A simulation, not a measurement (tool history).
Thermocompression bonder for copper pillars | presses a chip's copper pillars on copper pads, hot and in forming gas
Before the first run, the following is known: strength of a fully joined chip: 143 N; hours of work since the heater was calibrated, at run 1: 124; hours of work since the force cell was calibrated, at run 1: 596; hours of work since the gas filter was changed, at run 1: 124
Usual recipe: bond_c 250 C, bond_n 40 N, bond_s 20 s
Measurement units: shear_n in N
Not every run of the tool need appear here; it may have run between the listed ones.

| run | hour | bond_c | bond_n | bond_s | hours of work since the heater was calibrated | hours of work since the force cell was calibrated | hours of work since the gas filter was changed | shear_n |
|---|---|---|---|---|---|---|---|---|
| 1 | 0.0 | 250 | 40 | 20 | 124 | 596 | 124 | 90.9 |
| 2 | 31.5 | 250 | 40 | 20 | 148 | 620 | 148 | 90.9 |
| 3 | 55.8 | 250 | 40 | 35 | 166 | 639 | 166 | 104.2 |
| 4 | 84.6 | 250 | 40 | 35 | 188 | 661 | 188 | 101.4 |
|  | 101.2 | forming gas filter changed |
| 5 | 107.4 | 250 | 40 | 20 | 205 | 677 | 5 | 98.8 |
| 6 | 134.1 | 250 | 40 | 20 | 225 | 698 | 25 | 99.2 |
| 7 | 158.2 | 250 | 40 | 20 | 244 | 716 | 43 | 96.6 |
| 8 | 183.5 | 250 | 31 | 20 | 263 | 735 | 62 | 89.5 |
| 9 | 204.4 | 250 | 31 | 20 | 279 | 751 | 78 | 85.1 |
| 10 | 229.1 | 250 | 40 | 37 | 297 | 770 | 97 | 109.0 |
| 11 | 248.6 | 250 | 40 | 37 | 312 | 784 | 112 | 106.7 |
| 12 | 264.3 | 250 | 40 | 20 | 324 | 796 | 124 | 93.2 |
| 13 | 280.4 | 250 | 40 | 20 | 336 | 809 | 136 | 91.2 |
| 14 | 293.5 | 249 | 40 | 20 | 346 | 818 | 146 | 89.2 |
| 15 | 314.0 | 249 | 35 | 20 | 362 | 834 | 161 | 82.7 |
| 16 | 331.2 | 249 | 35 | 20 | 375 | 847 | 174 | 83.8 |
| 17 | 352.3 | 249 | 35 | 20 | 391 | 863 | 190 | 82.9 |
|  | 367.0 | forming gas filter changed |
| 18 | 369.3 | 249 | 35 | 20 | 403 | 876 | 2 | 93.7 |
| 19 | 386.8 | 249 | 35 | 20 | 416 | 889 | 15 | 90.8 |
| 20 | 402.2 | 250 | 47 | 16 | 428 | 901 | 27 | 96.3 |
| 21 | 425.8 | 250 | 53 | 18 | 446 | 918 | 45 | 101.0 |
| 22 | 454.9 | 250 | 40 | 25 | 468 | 940 | 67 | 98.2 |
| 23 | 475.7 | 231 | 40 | 28 | 484 | 956 | 82 | 86.7 |
| 24 | 497.9 | 250 | 25 | 37 | 501 | 973 | 99 | 93.2 |
| 25 | 525.4 | 250 | 40 | 39 | 521 | 994 | 120 | 104.5 |
| 26 | 553.4 | 244 | 31 | 21 | 543 | 1015 | 141 | 79.7 |
| 27 | 573.4 | 223 | 56 | 31 | 558 | 1030 | 156 | 90.6 |
| 28 | 601.4 | 261 | 28 | 15 | 579 | 1051 | 178 | 75.9 |
| 29 | 615.1 | 244 | 50 | 19 | 589 | 1062 | 188 | 88.9 |
|  | 632.8 | forming gas filter changed |
| 30 | 633.3 | 250 | 40 | 29 | 603 | 1075 | 0 | 107.1 |
| 31 | 658.0 | 248 | 40 | 20 | 622 | 1094 | 19 | 93.8 |
| 32 | 686.4 | 272 | 29 | 32 | 643 | 1115 | 41 | 111.3 |
| 33 | 717.6 | 230 | 49 | 32 | 667 | 1139 | 64 | 97.7 |
| 34 | 736.3 | 233 | 40 | 11 | 681 | 1153 | 78 | 65.5 |
| 35 | 762.2 | 233 | 40 | 11 | 700 | 1173 | 98 | 63.7 |
| 36 | 787.9 | 221 | 40 | 20 | 720 | 1192 | 118 | 69.1 |
| 37 | 805.5 | 250 | 43 | 20 | 733 | 1206 | 131 | 92.0 |
| 38 | 828.1 | 234 | 45 | 11 | 750 | 1223 | 148 | 65.5 |

Here are 4 independent what-if runs from the current tool condition. What would each one return?
| A | 852.6 | 245 | 40 | 10 | 769 | 1241 | 167 | ? |
| B | 852.6 | 250 | 41 | 35 | 769 | 1241 | 167 | ? |
| C | 852.6 | 234 | 54 | 16 | 769 | 1241 | 167 | ? |
| D | 852.6 | 250 | 37 | 56 | 769 | 1241 | 167 | ? |

| run | shear_n |
|---|---|
| A | 66.1 |
| B | 101.8 |
| C | 78.8 |
| D | 106.1 |
Had the tool no hidden state, the same runs would have come out as:
| run | shear_n |
|---|---|
| A | 79.0 |
| B | 118.0 |
| C | 93.3 |
| D | 121.9 |
